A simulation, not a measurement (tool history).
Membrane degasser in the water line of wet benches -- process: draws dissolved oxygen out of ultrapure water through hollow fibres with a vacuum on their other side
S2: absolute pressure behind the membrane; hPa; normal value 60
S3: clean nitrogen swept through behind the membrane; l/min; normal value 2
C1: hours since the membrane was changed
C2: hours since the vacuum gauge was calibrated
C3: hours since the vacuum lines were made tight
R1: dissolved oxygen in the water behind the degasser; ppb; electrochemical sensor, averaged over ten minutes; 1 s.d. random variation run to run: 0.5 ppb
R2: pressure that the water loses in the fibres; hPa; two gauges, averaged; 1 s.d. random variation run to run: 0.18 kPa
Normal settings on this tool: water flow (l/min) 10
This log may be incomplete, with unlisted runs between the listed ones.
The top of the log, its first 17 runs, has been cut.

{"run": 18, "hour": 1545.1, "water flow (l/min)": 10, "S2": 95.8, "S3": 2, "C1": 4419, "C2": 4182, "C3": 1545, "R1": 81.6, "R2": 356.9}
{"run": 19, "hour": 1629.3, "water flow (l/min)": 9, "S2": 41.5, "S3": 5.55, "C1": 4503, "C2": 4266, "C3": 1629, "R1": 7.5, "R2": 318.5}
{"run": 20, "hour": 1723.0, "water flow (l/min)": 9, "S2": 41.5, "S3": 5.55, "C1": 4597, "C2": 4360, "C3": 1723, "R1": 7.6, "R2": 320.7}
{"run": 21, "hour": 1799.3, "water flow (l/min)": 9, "S2": 41.5, "S3": 5.55, "C1": 4673, "C2": 4436, "C3": 1799, "R1": 8.1, "R2": 319.4}
{"run": 22, "hour": 1896.7, "water flow (l/min)": 9, "S2": 41.5, "S3": 2.74, "C1": 4771, "C2": 4533, "C3": 1897, "R1": 11.7, "R2": 318.4}
{"run": 23, "hour": 1978.5, "water flow (l/min)": 9, "S2": 41.5, "S3": 2.74, "C1": 4853, "C2": 4615, "C3": 1978, "R1": 11.6, "R2": 321.1}
{"run": 24, "hour": 2092.9, "water flow (l/min)": 10, "S2": 60, "S3": 4.53, "C1": 4967, "C2": 4730, "C3": 2093, "R1": 21.3, "R2": 354.6}
{"run": 25, "hour": 2195.6, "water flow (l/min)": 6, "S2": 134, "S3": 1.86, "C1": 5070, "C2": 4832, "C3": 2196, "R1": 82.8, "R2": 217.2}
{"run": 26, "hour": 2286.8, "water flow (l/min)": 6, "S2": 134, "S3": 1.86, "C1": 5161, "C2": 4923, "C3": 2287, "R1": 82.9, "R2": 213.9}
{"run": 27, "hour": 2410.8, "water flow (l/min)": 6, "S2": 134, "S3": 1.86, "C1": 5285, "C2": 5047, "C3": 2411, "R1": 81.4, "R2": 214}
{"run": 28, "hour": 2534.5, "water flow (l/min)": 6, "S2": 134, "S3": 1.86, "C1": 5409, "C2": 5171, "C3": 2535, "R1": 81.4, "R2": 214.5}
{"run": 29, "hour": 2616.2, "water flow (l/min)": 6, "S2": 84.2, "S3": 2, "C1": 5490, "C2": 5253, "C3": 2616, "R1": 39.5, "R2": 213.5}
{"run": 30, "hour": 2737.8, "water flow (l/min)": 6, "S2": 50.5, "S3": 4.14, "C1": 5612, "C2": 5374, "C3": 2738, "R1": 7.6, "R2": 213.5}
{"run": 31, "hour": 2859.8, "water flow (l/min)": 13, "S2": 114.2, "S3": 2, "C1": 5734, "C2": 5497, "C3": 2860, "R1": 139.1, "R2": 466.1}
{"run": 32, "hour": 2973.2, "water flow (l/min)": 11, "S2": 53.9, "S3": 2, "C1": 5847, "C2": 5610, "C3": 2973, "R1": 37.5, "R2": 392.8}
{"run": 33, "hour": 3071.6, "water flow (l/min)": 10, "S2": 64.5, "S3": 2, "C1": 5946, "C2": 5708, "C3": 3072, "R1": 45.7, "R2": 356.5}

What if the next run were any one of these 3? Each begins from the tool's condition after run 33:
{"run": "A", "hour": 3131.6, "water flow (l/min)": 15, "S2": 64.5, "S3": 2.63, "C1": 6006, "C2": 5768, "C3": 3132, "R1": "?", "R2": "?"}
{"run": "B", "hour": 3131.6, "water flow (l/min)": 10, "S2": 67.5, "S3": 4.31, "C1": 6006, "C2": 5768, "C3": 3132, "R1": "?", "R2": "?"}
{"run": "C", "hour": 3131.6, "water flow (l/min)": 6, "S2": 143.3, "S3": 1.62, "C1": 6006, "C2": 5768, "C3": 3132, "R1": "?", "R2": "?"}

run=A R1=67.8 R2=536.6
run=B R1=26.6 R2=356.8
run=C R1=100.8 R2=215.3
What these runs would have given with no unlogged condition in the tool:
run=A R1=67.6 R2=536.3
run=B R1=26.5 R2=356.6
run=C R1=100.6 R2=215.1
